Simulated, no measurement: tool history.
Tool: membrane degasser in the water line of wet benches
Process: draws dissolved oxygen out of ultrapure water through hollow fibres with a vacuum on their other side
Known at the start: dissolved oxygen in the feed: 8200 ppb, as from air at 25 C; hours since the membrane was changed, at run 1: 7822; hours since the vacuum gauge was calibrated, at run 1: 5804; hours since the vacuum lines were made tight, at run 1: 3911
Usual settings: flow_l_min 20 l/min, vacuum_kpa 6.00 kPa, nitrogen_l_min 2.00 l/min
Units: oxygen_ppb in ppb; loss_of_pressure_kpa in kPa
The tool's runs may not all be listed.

run,day,flow_l_min,vacuum_kpa,nitrogen_l_min,hours since the membrane was changed,hours since the vacuum gauge was calibrated,hours since the vacuum lines were made tight,oxygen_ppb,loss_of_pressure_kpa
1,0.000,20,6.00,2.00,7822,5804,3911,92.2,59.77
2,5.196,14,6.00,2.00,7947,5929,4036,52.8,41.71
3,13.150,14,6.00,2.00,8137,6120,4227,53.4,41.83
4,21.358,20,6.00,2.00,8334,6317,4424,90.8,60.14
5,28.858,18,6.00,2.00,8514,6497,4604,75.9,54.07
6,34.725,18,9.23,2.00,8655,6637,4745,144.6,54.27
7,42.812,18,9.23,2.00,8849,6831,4939,140.9,54.06
8,50.429,20,6.00,2.00,9032,7014,5122,93.8,59.84
9,58.067,29,6.00,2.00,9215,7198,5305,176.6,86.69
10,63.112,20,6.00,2.00,9337,7319,5426,91.6,59.55
11,68.950,20,6.00,2.00,9477,7459,5566,91.1,60.28
12,72.729,20,6.00,2.00,9567,7549,5657,92.0,59.76
13,79.550,20,6.00,2.00,9731,7713,5820,91.3,59.56
14,84.079,20,6.00,2.26,9840,7822,5929,84.2,59.91
15,87.950,27,6.63,3.71,9933,7915,6022,128.0,81.27
16,92.046,15,8.00,0.97,10031,8013,6120,171.2,45.02
17,96.475,15,6.52,0.97,10137,8119,6227,126.7,45.11
# day 104.529: vacuum gauge calibrated
18,105.333,15,6.52,0.97,10349,19,6439,124.0,44.75
19,109.158,15,6.52,0.97,10441,111,6531,124.2,44.90
20,117.696,17,4.45,1.68,10646,316,6735,43.4,50.61
21,124.721,30,11.98,2.82,10815,485,6904,305.5,89.53
22,132.133,30,11.98,2.82,10993,662,7082,309.7,89.61
23,137.646,24,5.84,3.92,11125,795,7214,89.0,72.19
24,142.858,24,6.83,0.99,11250,920,7339,237.5,71.95
25,148.946,14,6.83,0.97,11396,1066,7485,123.0,42.01
26,156.542,24,9.99,1.57,11578,1248,7668,277.7,71.84
27,160.642,25,11.20,2.00,11677,1347,7766,282.6,74.90

4 ways to go on from here, each from the tool as it stands after run 27. What would each give?
A,168.554,18,11.20,0.97,11867,1537,7956,?,?
B,168.554,20,13.39,2.00,11867,1537,7956,?,?
C,168.554,17,7.92,1.94,11867,1537,7956,?,?
D,168.554,28,4.65,0.85,11867,1537,7956,?,?

run,oxygen_ppb,loss_of_pressure_kpa
A,342.0,53.67
B,253.4,59.89
C,110.8,51.04
D,174.7,83.25
Without the tool's hidden state the same runs would have given:
run,oxygen_ppb,loss_of_pressure_kpa
A,341.9,53.64
B,253.3,59.86
C,110.7,51.01
D,174.5,83.21

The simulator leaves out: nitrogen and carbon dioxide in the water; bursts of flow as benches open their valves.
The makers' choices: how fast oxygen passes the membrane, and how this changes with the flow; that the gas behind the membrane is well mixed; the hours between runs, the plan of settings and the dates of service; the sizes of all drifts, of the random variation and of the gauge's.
